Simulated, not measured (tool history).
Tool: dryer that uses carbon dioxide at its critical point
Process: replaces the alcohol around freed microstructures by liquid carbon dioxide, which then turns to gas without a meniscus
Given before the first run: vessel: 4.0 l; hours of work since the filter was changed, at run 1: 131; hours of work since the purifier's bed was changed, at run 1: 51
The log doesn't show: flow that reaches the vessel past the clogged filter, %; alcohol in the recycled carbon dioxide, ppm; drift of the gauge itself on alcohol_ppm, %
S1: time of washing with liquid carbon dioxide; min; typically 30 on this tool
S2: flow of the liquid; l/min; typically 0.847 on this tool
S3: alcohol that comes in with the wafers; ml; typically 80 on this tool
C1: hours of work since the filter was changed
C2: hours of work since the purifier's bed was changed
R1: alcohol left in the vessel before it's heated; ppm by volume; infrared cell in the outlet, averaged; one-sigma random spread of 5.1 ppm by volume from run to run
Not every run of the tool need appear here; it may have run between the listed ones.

| run | hour | S1 | S2 | S3 | C1 | C2 | R1 |
|---|---|---|---|---|---|---|---|
| 1 | 0.0 | 30 | 0.847 | 80 | 131 | 51 | 72 |
| 2 | 10.5 | 30 | 0.847 | 80 | 135 | 56 | 76 |
| 3 | 20.4 | 30 | 0.847 | 80 | 140 | 60 | 70 |
| 4 | 31.5 | 30 | 0.847 | 75 | 144 | 65 | 71 |
| 5 | 43.0 | 30 | 0.847 | 75 | 149 | 70 | 71 |
| 6 | 48.4 | 30 | 0.847 | 80 | 152 | 72 | 76 |
| 7 | 59.3 | 30 | 0.847 | 80 | 156 | 77 | 80 |
| 8 | 65.9 | 30 | 0.847 | 80 | 159 | 79 | 83 |
| 9 | 77.1 | 30 | 0.847 | 80 | 164 | 84 | 81 |
| 10 | 88.6 | 30 | 0.847 | 80 | 169 | 89 | 72 |
| 11 | 95.1 | 30 | 0.847 | 80 | 172 | 92 | 87 |
| 12 | 105.6 | 30 | 0.847 | 80 | 176 | 96 | 83 |
| 13 | 115.2 | 30 | 0.847 | 80 | 180 | 101 | 81 |
| 14 | 125.4 | 30 | 0.847 | 80 | 185 | 105 | 81 |
| 15 | 132.8 | 30 | 0.847 | 80 | 188 | 108 | 84 |
| 16 | 142.9 | 38 | 0.847 | 80 | 192 | 112 | 27 |
| 17 | 154.5 | 46 | 0.847 | 80 | 197 | 117 | 12 |
| 18 | 164.4 | 46 | 0.847 | 80 | 202 | 122 | 13 |
| 19 | 170.7 | 46 | 0.847 | 80 | 204 | 124 | 26 |
| 20 | 177.6 | 46 | 0.847 | 80 | 207 | 127 | 17 |
| 21 | 183.3 | 41 | 0.847 | 44 | 210 | 130 | 14 |
| 22 | 191.5 | 35 | 0.663 | 80 | 213 | 133 | 149 |
| 23 | 197.0 | 22 | 1.016 | 60 | 216 | 136 | 125 |
| 24 | 205.1 | 25 | 1.282 | 64 | 219 | 139 | 27 |
| 25 | 215.9 | 25 | 1.282 | 64 | 224 | 144 | 35 |
| 26 | 225.5 | 47 | 0.847 | 80 | 228 | 148 | 22 |
| 27 | 234.8 | 23 | 1.177 | 80 | 232 | 152 | 59 |
| 28 | 245.8 | 24 | 1.286 | 119 | 237 | 157 | 55 |
| 29 | 250.8 | 30 | 1.356 | 71 | 239 | 159 | 20 |
| 30 | 257.8 | 30 | 1.356 | 71 | 242 | 162 | 15 |
| 31 | 266.5 | 30 | 1.006 | 80 | 246 | 166 | 39 |
| 32 | 271.4 | 30 | 1.006 | 80 | 248 | 168 | 38 |
| 33 | 277.4 | 39 | 0.598 | 80 | 250 | 170 | 145 |
| 34 | 285.2 | 18 | 0.522 | 87 | 254 | 174 | 2866 |
| 35 | 294.9 | 30 | 0.983 | 95 | 258 | 178 | 56 |
| 36 | 301.4 | 30 | 0.983 | 95 | 261 | 181 | 60 |
|  | 308.6 | inlet filter changed |
| 37 | 313.6 | 46 | 0.642 | 48 | 2 | 185 | 32 |
| 38 | 320.2 | 31 | 0.847 | 80 | 5 | 188 | 64 |
| 39 | 325.8 | 31 | 1.318 | 58 | 7 | 191 | 19 |

Per-run results on a tool with no hidden state, each run keeping its own random variation:
| run | R1 |
|---|---|
| 1 | 57 |
| 2 | 61 |
| 3 | 54 |
| 4 | 55 |
| 5 | 54 |
| 6 | 58 |
| 7 | 60 |
| 8 | 63 |
| 9 | 60 |
| 10 | 51 |
| 11 | 65 |
| 12 | 62 |
| 13 | 57 |
| 14 | 57 |
| 15 | 59 |
| 16 | 14 |
| 17 | 2 |
| 18 | 2 |
| 19 | 15 |
| 20 | 6 |
| 21 | 3 |
| 22 | 110 |
| 23 | 90 |
| 24 | 13 |
| 25 | 20 |
| 26 | 10 |
| 27 | 32 |
| 28 | 33 |
| 29 | 7 |
| 30 | 2 |
| 31 | 18 |
| 32 | 17 |
| 33 | 99 |
| 34 | 2516 |
| 35 | 30 |
| 36 | 34 |
| 37 | 18 |
| 38 | 49 |
| 39 | 5 |

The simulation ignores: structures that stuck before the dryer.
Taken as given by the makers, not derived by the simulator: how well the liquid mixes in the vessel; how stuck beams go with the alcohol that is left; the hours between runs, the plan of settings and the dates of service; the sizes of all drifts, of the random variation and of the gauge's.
